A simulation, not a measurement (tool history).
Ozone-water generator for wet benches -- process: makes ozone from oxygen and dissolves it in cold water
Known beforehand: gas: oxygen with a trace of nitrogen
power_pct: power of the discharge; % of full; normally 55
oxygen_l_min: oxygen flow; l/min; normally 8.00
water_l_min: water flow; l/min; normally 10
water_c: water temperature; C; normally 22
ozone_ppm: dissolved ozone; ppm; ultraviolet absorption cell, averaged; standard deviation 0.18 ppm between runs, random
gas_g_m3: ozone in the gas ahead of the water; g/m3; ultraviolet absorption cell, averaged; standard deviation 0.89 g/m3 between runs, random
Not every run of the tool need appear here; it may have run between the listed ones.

run   hour  power_pct  oxygen_l_min  water_l_min  water_c  ozone_ppm  gas_g_m3
  1    0.0         55          8.00           10       22       25.2     145.7
  2   29.6         87          8.00           10       22       33.2     193.3
  3   61.0         87          8.00           10       22       33.6     192.7
  4   90.7         87          8.00           10       22       33.5     194.5
  5  127.9         87          8.00           10       22       33.8     193.1
  6  158.1         55          8.00           10       22       25.3     145.8
  7  177.9         55          8.00           10       22       25.1     144.7
  8  218.0         55          8.00           10       22       25.4     145.2
  9  250.2         55          8.00           10       22       25.2     146.3
 10  270.3         55          8.00           10       22       25.3     146.7
 11  297.7         55          8.00           10       22       25.4     144.4
 12  329.6         55          8.00           10       22       25.1     145.8
 13  357.7         55          8.00           10       16       28.8     143.6
 14  401.5         55          8.00           10       15       29.5     145.6
 15  435.2         79          8.74           10       22       31.4     177.7
 16  468.9         79          8.74            9       20       33.9     175.9
 17  513.0         79          8.74            9       20       34.4     177.0
 18  545.4         79          8.74            9       20       33.5     176.7
 19  585.8         79          8.03            9       20       34.2     182.3
 20  608.8         79          9.15            9       20       33.9     174.0
 21  639.4         79          9.15            9       20       33.9     174.6
 22  675.4         47          9.76            8       26       22.0     122.0
 23  707.2         47         11.25            7       26       21.6     117.6
 24  749.9         47         11.25            7       26       21.9     116.9

What does the tool deliver on the next run?
 25  794.5         55          8.00           10       26          ?         ?

ozone_ppm: 22.9 ppm
gas_g_m3: 144.6 g/m3
With the hidden condition absent and the run-to-run variation left alone, this run would have shown ozone_ppm 23.5 ppm, gas_g_m3 147.1 g/m3.
